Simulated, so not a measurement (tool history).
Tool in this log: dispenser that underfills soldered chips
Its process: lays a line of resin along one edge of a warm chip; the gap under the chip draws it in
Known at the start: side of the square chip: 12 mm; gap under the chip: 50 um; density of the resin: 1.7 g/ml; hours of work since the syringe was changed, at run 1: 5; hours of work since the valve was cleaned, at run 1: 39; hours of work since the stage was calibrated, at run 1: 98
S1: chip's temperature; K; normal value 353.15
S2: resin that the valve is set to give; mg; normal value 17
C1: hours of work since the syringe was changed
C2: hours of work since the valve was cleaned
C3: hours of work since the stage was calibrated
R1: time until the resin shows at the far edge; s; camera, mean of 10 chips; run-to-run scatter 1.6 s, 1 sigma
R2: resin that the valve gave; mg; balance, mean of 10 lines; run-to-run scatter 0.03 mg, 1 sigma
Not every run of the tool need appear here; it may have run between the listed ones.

run 1 hour=0 | S1=353.15 S2=17 | C1=5 C2=39 C3=98 | R1=227.1 R2=16.65
-- hour=5 new syringe of resin
run 2 hour=8 | S1=353.15 S2=18.8 | C1=2 C2=45 C3=104 | R1=183.6 R2=18.33
run 3 hour=14.5 | S1=353.15 S2=18.8 | C1=7 C2=50 C3=108 | R1=256.6 R2=18.3
-- hour=16.8 new syringe of resin
run 4 hour=28 | S1=353.15 S2=17.8 | C1=8 C2=59 C3=118 | R1=276.1 R2=17.26
-- hour=29.3 new syringe of resin
-- hour=42.1 new syringe of resin
run 5 hour=43.1 | S1=340.15 S2=17 | C1=1 C2=70 C3=128 | R1=254.5 R2=16.46
-- hour=54.5 new syringe of resin
-- hour=56.7 dispensing valve cleaned and set on the balance
run 6 hour=58 | S1=355.15 S2=17 | C1=2 C2=1 C3=138 | R1=175.4 R2=17.03
-- hour=67 new syringe of resin
run 7 hour=72.6 | S1=355.15 S2=17 | C1=4 C2=11 C3=149 | R1=198.9 R2=16.88
-- hour=78.8 new syringe of resin
run 8 hour=82.5 | S1=355.15 S2=17 | C1=3 C2=18 C3=155 | R1=175.8 R2=16.85
-- hour=90.4 new syringe of resin
run 9 hour=90.4 | S1=355.15 S2=17 | C1=0 C2=24 C3=161 | R1=148.4 R2=16.83
-- hour=102.6 new syringe of resin
run 10 hour=103.6 | S1=353.15 S2=17 | C1=1 C2=33 C3=170 | R1=168.2 R2=16.72
-- hour=114.2 new syringe of resin
run 11 hour=117.5 | S1=353.15 S2=17 | C1=2 C2=43 C3=180 | R1=188 R2=16.64
-- hour=125.7 new syringe of resin
run 12 hour=130.2 | S1=353.15 S2=14.6 | C1=3 C2=52 C3=189 | R1=208.3 R2=14.21
-- hour=137.3 new syringe of resin
run 13 hour=139.7 | S1=353.15 S2=21.2 | C1=2 C2=58 C3=196 | R1=179 R2=20.6
-- hour=149.4 new syringe of resin
run 14 hour=152.2 | S1=353.15 S2=21.2 | C1=2 C2=67 C3=204 | R1=177.8 R2=20.46
-- hour=161.6 new syringe of resin
run 15 hour=163.1 | S1=353.15 S2=21.2 | C1=1 C2=75 C3=212 | R1=166.6 R2=20.5
-- hour=169.4 dispensing valve cleaned and set on the balance
-- hour=174.1 new syringe of resin
run 16 hour=175.7 | S1=353.15 S2=21.2 | C1=1 C2=4 C3=220 | R1=173.8 R2=21.21
run 17 hour=184 | S1=353.15 S2=21.2 | C1=7 C2=10 C3=226 | R1=258.9 R2=21.1
-- hour=185.9 new syringe of resin
-- hour=198 new syringe of resin
run 18 hour=198.6 | S1=353.15 S2=18.5 | C1=0 C2=20 C3=236 | R1=161.9 R2=18.33
run 19 hour=207.6 | S1=353.15 S2=18.5 | C1=7 C2=27 C3=243 | R1=251.2 R2=18.3
-- hour=209.6 new syringe of resin
-- hour=221.9 new syringe of resin
run 20 hour=223 | S1=347.15 S2=20.3 | C1=1 C2=37 C3=253 | R1=200.7 R2=19.98
-- hour=233.6 new syringe of resin
run 21 hour=238 | S1=347.15 S2=14.7 | C1=3 C2=48 C3=264 | R1=251.6 R2=14.41
run 22 hour=244.1 | S1=347.15 S2=18.3 | C1=8 C2=53 C3=268 | R1=319 R2=17.87
-- hour=245.3 new syringe of resin
run 23 hour=254.6 | S1=341.15 S2=17 | C1=7 C2=60 C3=276 | R1=358.2 R2=16.55
-- hour=257.1 new syringe of resin
run 24 hour=266.7 | S1=341.15 S2=17 | C1=7 C2=68 C3=284 | R1=381.1 R2=16.49
-- hour=268.7 new syringe of resin
-- hour=280.6 new syringe of resin
-- hour=281.6 dispensing valve cleaned and set on the balance
run 25 hour=282.5 | S1=341.15 S2=21.4 | C1=1 C2=1 C3=294 | R1=229.4 R2=21.31
-- hour=293.8 new syringe of resin
run 26 hour=295.8 | S1=341.15 S2=21.4 | C1=1 C2=10 C3=304 | R1=246 R2=21.33
-- hour=306.1 new syringe of resin
run 27 hour=307.6 | S1=361.15 S2=18 | C1=1 C2=18 C3=312 | R1=139.8 R2=17.85
-- hour=318.3 new syringe of resin
run 28 hour=318.9 | S1=342.15 S2=17.5 | C1=0 C2=26 C3=320 | R1=234.3 R2=17.27
run 29 hour=328.6 | S1=342.15 S2=17.5 | C1=7 C2=33 C3=327 | R1=372.4 R2=17.2
-- hour=329.9 new syringe of resin
run 30 hour=338 | S1=362.15 S2=17.5 | C1=6 C2=40 C3=334 | R1=189 R2=17.11
-- hour=342.6 new syringe of resin
run 31 hour=352 | S1=352.15 S2=21.7 | C1=7 C2=50 C3=344 | R1=264.8 R2=21.18
-- hour=354.3 new syringe of resin
run 32 hour=365 | S1=352.15 S2=21.7 | C1=8 C2=59 C3=353 | R1=278.9 R2=21.05
-- hour=366.5 new syringe of resin
run 33 hour=371.6 | S1=349.15 S2=14.5 | C1=4 C2=63 C3=357 | R1=251.1 R2=14.06
-- hour=378.7 new syringe of resin
run 34 hour=386 | S1=343.15 S2=14.6 | C1=5 C2=74 C3=367 | R1=346 R2=14.06
-- hour=390.8 new syringe of resin
-- hour=393.8 dispensing valve cleaned and set on the balance
run 35 hour=399.4 | S1=358.15 S2=14.6 | C1=5 C2=4 C3=376 | R1=219 R2=14.59

3 options for the next run, each taken on its own from the tool as it stands now. Forecast them:
-- hour=403.8 new syringe of resin
run A hour=407.7 | S1=346.15 S2=18.3 | C1=3 C2=10 C3=382 | R1=? R2=?
-- hour=403.8 new syringe of resin
run B hour=407.7 | S1=358.15 S2=19.7 | C1=3 C2=10 C3=382 | R1=? R2=?
-- hour=403.8 new syringe of resin
run C hour=407.7 | S1=358.15 S2=14.5 | C1=3 C2=10 C3=382 | R1=? R2=?

run=A R1=244.7 R2=18.23
run=B R1=172.9 R2=19.63
run=C R1=179.4 R2=14.46
Without the tool's unlogged condition, the same runs would have read:
run=A R1=191.8 R2=18.3
run=B R1=136 R2=19.71
run=C R1=140.9 R2=14.52
